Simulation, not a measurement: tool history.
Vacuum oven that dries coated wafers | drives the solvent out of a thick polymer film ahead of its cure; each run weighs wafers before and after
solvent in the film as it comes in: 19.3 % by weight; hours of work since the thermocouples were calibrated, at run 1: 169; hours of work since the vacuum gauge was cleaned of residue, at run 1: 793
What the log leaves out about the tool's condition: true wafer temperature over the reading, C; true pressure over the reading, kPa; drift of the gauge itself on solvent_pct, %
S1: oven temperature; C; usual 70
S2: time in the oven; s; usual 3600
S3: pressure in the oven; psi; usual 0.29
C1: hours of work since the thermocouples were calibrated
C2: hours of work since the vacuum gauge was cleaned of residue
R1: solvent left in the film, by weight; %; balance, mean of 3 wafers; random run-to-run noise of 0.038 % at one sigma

run 1 day=0 | S1=70 S2=3600 S3=0.29 | C1=169 C2=793 | R1=1.88
run 2 day=0.708 | S1=70 S2=3600 S3=0.29 | C1=180 C2=804 | R1=1.83
run 3 day=1.267 | S1=70 S2=3600 S3=0.29 | C1=189 C2=813 | R1=1.88
run 4 day=1.683 | S1=70 S2=3600 S3=0.29 | C1=196 C2=820 | R1=1.86
run 5 day=2.167 | S1=70 S2=3600 S3=0.29 | C1=204 C2=828 | R1=1.83
run 6 day=2.658 | S1=70 S2=4260 S3=0.29 | C1=212 C2=836 | R1=1.38
run 7 day=3.146 | S1=70 S2=3600 S3=0.29 | C1=220 C2=843 | R1=1.82
run 8 day=3.775 | S1=70 S2=3600 S3=0.29 | C1=230 C2=853 | R1=1.77
run 9 day=4.438 | S1=70 S2=3600 S3=0.29 | C1=240 C2=864 | R1=1.78
run 10 day=5.121 | S1=70 S2=3600 S3=0.29 | C1=251 C2=875 | R1=1.76
run 11 day=5.712 | S1=70 S2=3600 S3=0.323 | C1=261 C2=884 | R1=1.89
run 12 day=6.146 | S1=70 S2=3600 S3=0.323 | C1=268 C2=891 | R1=1.86
run 13 day=6.683 | S1=67 S2=3600 S3=0.29 | C1=276 C2=900 | R1=2.67
run 14 day=7.092 | S1=67 S2=3600 S3=0.29 | C1=283 C2=906 | R1=2.68
run 15 day=7.842 | S1=67 S2=3600 S3=0.29 | C1=295 C2=919 | R1=2.72
run 16 day=8.604 | S1=70 S2=3600 S3=0.29 | C1=307 C2=931 | R1=1.71
run 17 day=9.079 | S1=70 S2=3600 S3=0.29 | C1=315 C2=938 | R1=1.7
run 18 day=9.712 | S1=77 S2=3600 S3=0.29 | C1=325 C2=949 | R1=0.63
run 19 day=10.258 | S1=81 S2=4380 S3=0.29 | C1=333 C2=957 | R1=0.5
run 20 day=10.583 | S1=70 S2=6180 S3=0.284 | C1=339 C2=962 | R1=0.88
run 21 day=10.958 | S1=70 S2=6180 S3=0.284 | C1=345 C2=968 | R1=0.84
run 22 day=11.433 | S1=70 S2=6180 S3=0.284 | C1=352 C2=976 | R1=0.87
run 23 day=11.742 | S1=62 S2=4980 S3=0.892 | C1=357 C2=981 | R1=4.89
run 24 day=12.212 | S1=62 S2=4980 S3=0.892 | C1=365 C2=989 | R1=4.93
run 25 day=12.808 | S1=68 S2=4320 S3=0.162 | C1=374 C2=998 | R1=1.42
run 26 day=13.183 | S1=68 S2=4320 S3=0.162 | C1=380 C2=1004 | R1=1.42
run 27 day=13.571 | S1=70 S2=5100 S3=0.29 | C1=386 C2=1010 | R1=0.98
run 28 day=14.042 | S1=70 S2=5100 S3=0.29 | C1=394 C2=1018 | R1=1.01
run 29 day=14.642 | S1=55 S2=5100 S3=0.331 | C1=404 C2=1027 | R1=6.36
-- day=14.862 vacuum gauge cleaned of residue and calibrated
run 30 day=15.4 | S1=55 S2=5100 S3=0.331 | C1=415 C2=9 | R1=6.3
run 31 day=15.921 | S1=57 S2=4380 S3=0.318 | C1=423 C2=17 | R1=6.03
run 32 day=16.675 | S1=60 S2=2160 S3=0.318 | C1=435 C2=29 | R1=8.36
run 33 day=17.029 | S1=70 S2=3600 S3=0.769 | C1=441 C2=35 | R1=2.66
run 34 day=17.562 | S1=70 S2=3600 S3=0.769 | C1=449 C2=43 | R1=2.74
run 35 day=17.879 | S1=66 S2=2640 S3=0.29 | C1=455 C2=48 | R1=4.27
run 36 day=18.342 | S1=82 S2=2640 S3=0.178 | C1=462 C2=56 | R1=0.38

Here are 5 independent what-if runs from the current tool condition. What would each one return?
run A day=18.692 | S1=81 S2=4740 S3=0.31 | C1=467 C2=61 | R1=?
run B day=18.692 | S1=58 S2=5280 S3=1.047 | C1=467 C2=61 | R1=?
run C day=18.692 | S1=61 S2=3060 S3=0.178 | C1=467 C2=61 | R1=?
run D day=18.692 | S1=56 S2=4680 S3=0.534 | C1=467 C2=61 | R1=?
run E day=18.692 | S1=72 S2=3600 S3=0.29 | C1=467 C2=61 | R1=?

run=A R1=0.48
run=B R1=6.81
run=C R1=5.5
run=D R1=6.78
run=E R1=1.2
Without the tool's hidden state the same runs would have given:
run=A R1=0.5
run=B R1=7.32
run=C R1=5.99
run=D R1=7.29
run=E R1=1.39
